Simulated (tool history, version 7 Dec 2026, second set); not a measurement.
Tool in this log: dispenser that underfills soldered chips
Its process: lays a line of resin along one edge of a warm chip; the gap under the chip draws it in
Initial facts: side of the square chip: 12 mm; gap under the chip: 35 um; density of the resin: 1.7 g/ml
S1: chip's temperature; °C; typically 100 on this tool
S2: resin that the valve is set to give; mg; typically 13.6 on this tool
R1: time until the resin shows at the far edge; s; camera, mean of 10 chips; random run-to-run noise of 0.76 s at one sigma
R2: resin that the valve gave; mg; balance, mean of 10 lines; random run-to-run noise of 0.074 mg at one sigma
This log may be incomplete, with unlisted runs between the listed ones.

run	hour	S1	S2	R1	R2
1	0	100	13.6	94.8	13.05
2	2.9	100	13.6	68.6	13.1
3	7.9	100	17.3	95.9	16.38
4	10.7	100	17.3	64.9	16.28
5	15.2	100	13.6	92.3	12.9
6	20.3	100	13.6	80.3	12.78
7	24.7	100	13.6	108.3	12.81
8	28.5	100	13.6	84.8	12.62
9	30.6	100	13.6	97.9	12.7
10	33.5	100	12.7	71	11.83
11	37.5	100	12.7	93.5	11.89
12	41.5	100	12.7	71.6	11.69
13	43.7	100	12.7	84.1	11.88
14	45.7	100	16.8	91.1	15.55
15	49.3	100	16.8	70.3	15.41
16	53.1	100	16.8	92.4	15.43
17	55.4	100	15.3	109.5	14.08
18	58.4	100	15.3	76.6	14.09
19	60.5	104	13.8	83.4	12.71
20	65.1	111	13.6	54.6	12.35
21	68.1	106	12.1	79.3	10.98
22	72.6	98	11.8	82.4	10.68
23	76	93	13.6	115.5	12.24
24	78.1	93	13.6	132.7	12.29
25	81.9	93	13.6	106.2	12.38
26	85.1	112	13.4	76.3	11.98
27	87.4	112	13.4	52.6	12.06
28	91.8	87	12.1	154.1	10.89
29	95.5	87	14.9	107.9	13.35
30	97.9	87	14.9	125.8	13.2
31	100.3	87	14.1	149.9	12.54
32	104.8	87	14.1	128.9	12.46
33	109.7	97	17.4	75.4	15.25
34	113	86	13.8	133.9	12.15
35	117.8	86	12.7	103.5	12.68
36	121.8	90	12.9	119.9	12.88

Withheld: 17 entries from between the runs. Position of each, and hidden state at the listed run before versus the listed run after:
From run 1 to run 2: new syringe of resin (hour 2.9)
  resin's viscosity, % of fresh resin's: 136.4 -> 100.3; dose that the valve gives, % of what is set: 95.45 -> 95.27; true chip temperature over the reading, C: 0.97 -> 0.99
  what was measured, less what the result would be without the hidden state, R1: +23.8 -> -1.3 s; R2: -0.62 -> -0.65 mg
From run 3 to run 4: new syringe of resin (hour 10.6)
  resin's viscosity, % of fresh resin's: 141.2 -> 99.9; dose that the valve gives, % of what is set: 94.92 -> 94.76; true chip temperature over the reading, C: 1.02 -> 1.04
  what was measured, less what the result would be without the hidden state, R1: +26 -> -2 s; R2: -0.87 -> -0.9 mg
From run 5 to run 6: new syringe of resin (hour 18)
  resin's viscosity, % of fresh resin's: 135.3 -> 117.3; dose that the valve gives, % of what is set: 94.45 -> 94.13; true chip temperature over the reading, C: 1.07 -> 1.09
  what was measured, less what the result would be without the hidden state, R1: +22.5 -> +10.2 s; R2: -0.75 -> -0.8 mg
From run 7 to run 8: new syringe of resin (hour 25.5)
  resin's viscosity, % of fresh resin's: 158.6 -> 124.6; dose that the valve gives, % of what is set: 93.8 -> 93.54; true chip temperature over the reading, C: 1.12 -> 1.14
  what was measured, less what the result would be without the hidden state, R1: +38.4 -> +15.1 s; R2: -0.84 -> -0.87 mg
From run 9 to run 10: new syringe of resin (hour 33)
  resin's viscosity, % of fresh resin's: 142.8 -> 102.9; dose that the valve gives, % of what is set: 93.4 -> 93.22; true chip temperature over the reading, C: 1.16 -> 1.17
  what was measured, less what the result would be without the hidden state, R1: +27.7 -> +0.7 s; R2: -0.9 -> -0.87 mg
From run 11 to run 12: new syringe of resin (hour 40.8)
  resin's viscosity, % of fresh resin's: 135.5 -> 104; dose that the valve gives, % of what is set: 92.95 -> 92.68; true chip temperature over the reading, C: 1.2 -> 1.22
  what was measured, less what the result would be without the hidden state, R1: +23.1 -> +1.3 s; R2: -0.9 -> -0.94 mg
From run 14 to run 15: new syringe of resin (hour 48.4)
  resin's viscosity, % of fresh resin's: 138.3 -> 106.7; dose that the valve gives, % of what is set: 92.42 -> 92.17; true chip temperature over the reading, C: 1.25 -> 1.27
  what was measured, less what the result would be without the hidden state, R1: +23 -> +2.2 s; R2: -1.28 -> -1.31 mg
From run 17 to run 18: new syringe of resin (hour 56.1)
  resin's viscosity, % of fresh resin's: 161.8 -> 115.9; dose that the valve gives, % of what is set: 91.76 -> 91.57; true chip temperature over the reading, C: 1.31 -> 1.33
  what was measured, less what the result would be without the hidden state, R1: +39.6 -> +8.5 s; R2: -1.26 -> -1.3 mg
From run 19 to run 20: new syringe of resin (hour 63.6)
  resin's viscosity, % of fresh resin's: 134 -> 109.7; dose that the valve gives, % of what is set: 91.41 -> 91.13; true chip temperature over the reading, C: 1.34 -> 1.37
  what was measured, less what the result would be without the hidden state, R1: +19.4 -> +3.6 s; R2: -1.2 -> -1.2 mg
From run 21 to run 22: new syringe of resin (hour 71.1)
  resin's viscosity, % of fresh resin's: 135.1 -> 109.4; dose that the valve gives, % of what is set: 90.93 -> 90.65; true chip temperature over the reading, C: 1.39 -> 1.41
  what was measured, less what the result would be without the hidden state, R1: +19.7 -> +6.1 s; R2: -1.09 -> -1.1 mg
From run 24 to run 25: new syringe of resin (hour 78.9)
  resin's viscosity, % of fresh resin's: 159.3 -> 124.5; dose that the valve gives, % of what is set: 90.27 -> 90.02; true chip temperature over the reading, C: 1.45 -> 1.47
  what was measured, less what the result would be without the hidden state, R1: +46.9 -> +18.5 s; R2: -1.32 -> -1.36 mg
From run 26 to run 27: new syringe of resin (hour 86.5)
  resin's viscosity, % of fresh resin's: 154.7 -> 108.7; dose that the valve gives, % of what is set: 89.79 -> 89.64; true chip temperature over the reading, C: 1.49 -> 1.5
  what was measured, less what the result would be without the hidden state, R1: +25.9 -> +3 s; R2: -1.36 -> -1.39 mg
From run 28 to run 29: new syringe of resin (hour 93.9)
  resin's viscosity, % of fresh resin's: 146.7 -> 109.2; dose that the valve gives, % of what is set: 89.35 -> 89.11; true chip temperature over the reading, C: 1.53 -> 1.55
  what was measured, less what the result would be without the hidden state, R1: +47.3 -> +5.4 s; R2: -1.29 -> -1.62 mg
From run 31 to run 32: new syringe of resin (hour 101.3)
  resin's viscosity, % of fresh resin's: 151.1 -> 128.5; dose that the valve gives, % of what is set: 88.77 -> 88.48; true chip temperature over the reading, C: 1.58 -> 1.61
  what was measured, less what the result would be without the hidden state, R1: +47.4 -> +25.1 s; R2: -1.59 -> -1.63 mg
From run 32 to run 33: new syringe of resin (hour 108.9)
  resin's viscosity, % of fresh resin's: 128.5 -> 104.9; dose that the valve gives, % of what is set: 88.48 -> 88.18; true chip temperature over the reading, C: 1.61 -> 1.64
  what was measured, less what the result would be without the hidden state, R1: +25.1 -> +0.4 s; R2: -1.63 -> -2.04 mg
From run 34 to run 35: new syringe of resin (hour 116.3); dispensing valve cleaned and set on the balance (hour 117.3)
  resin's viscosity, % of fresh resin's: 131.2 -> 102.4; dose that the valve gives, % of what is set: 87.94 -> 100.15; true chip temperature over the reading, C: 1.66 -> 1.68
  what was measured, less what the result would be without the hidden state, R1: +28.5 -> -3 s; R2: -1.66 -> +0.02 mg

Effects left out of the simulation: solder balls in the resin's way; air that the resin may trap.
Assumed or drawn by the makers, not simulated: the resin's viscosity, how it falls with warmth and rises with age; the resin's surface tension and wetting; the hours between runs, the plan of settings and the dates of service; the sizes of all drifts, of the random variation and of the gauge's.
